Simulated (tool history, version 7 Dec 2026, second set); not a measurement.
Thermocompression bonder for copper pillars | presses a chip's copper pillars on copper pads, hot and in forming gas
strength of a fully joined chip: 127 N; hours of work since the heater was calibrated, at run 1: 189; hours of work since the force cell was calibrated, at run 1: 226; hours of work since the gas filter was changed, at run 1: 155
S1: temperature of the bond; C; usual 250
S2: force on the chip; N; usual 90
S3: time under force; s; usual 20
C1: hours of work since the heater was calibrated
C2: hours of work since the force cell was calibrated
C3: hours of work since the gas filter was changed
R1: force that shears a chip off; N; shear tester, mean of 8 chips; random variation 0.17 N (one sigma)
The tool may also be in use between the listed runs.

run	hour	S1	S2	S3	C1	C2	C3	R1
1	0	250	90	20	189	226	155	53.5
2	16.4	250	90	20	196	233	162	53.5
# hour 36.7: forming gas filter changed
3	37	250	89	20	205	241	0	55.4
4	66.8	250	89	39	218	254	13	69.8
5	91.5	250	89	39	228	265	23	69.1
6	119.6	250	90	17	240	277	35	52
7	133	250	90	20	246	282	41	55.3
8	159.9	250	90	11	257	294	53	43.6
9	175.9	250	90	20	264	301	59	54.7
10	200.1	250	90	20	275	311	70	54.8
11	213.7	250	90	20	280	317	76	54.9
12	231.1	250	90	20	288	324	83	54.6
13	252.1	250	90	20	297	333	92	54.3
14	283.2	250	59	20	310	347	105	39.4
15	307.6	250	59	18	321	357	116	37.5
16	329.3	250	59	18	330	366	125	37.8
17	357.2	250	70	16	342	378	137	41.1
18	375.1	250	70	40	349	386	145	58.3
19	391.1	251	62	44	356	393	151	56.1
20	410.9	264	78	11	365	401	160	48.2
# hour 435.9: forming gas filter changed
21	439.8	260	58	14	377	413	2	41.4
22	456.3	257	61	51	384	420	9	66.2

Some steps in R1 between neighbouring runs. How much of each would the tool show without its hidden state too (settings, what came in, random variation), and how much is left for the hidden state, with any gauge scatter that isn't in both results?
The hidden state here: true temperature of the bond over the reading, C; force that reaches the chip, % of what is set; oxide that the forming gas leaves, % of the face; drift of the gauge itself on shear_n, %.
Run 2 -> 3: S2 90 -> 89, forming gas filter changed. R1 +1.9 N: hidden state +2.4, all else -0.5.
Run 17 -> 18: S3 16 -> 40. R1 +17.2 N: hidden state -0.8, all else +18.
Run 20 -> 21: S1 264 -> 260, S2 78 -> 58, S3 11 -> 14, forming gas filter changed. R1 -6.8 N: hidden state +2, all else -8.8.
Run 21 -> 22: S1 260 -> 257, S2 58 -> 61, S3 14 -> 51. R1 +24.8 N: hidden state -0.3, all else +25.1.
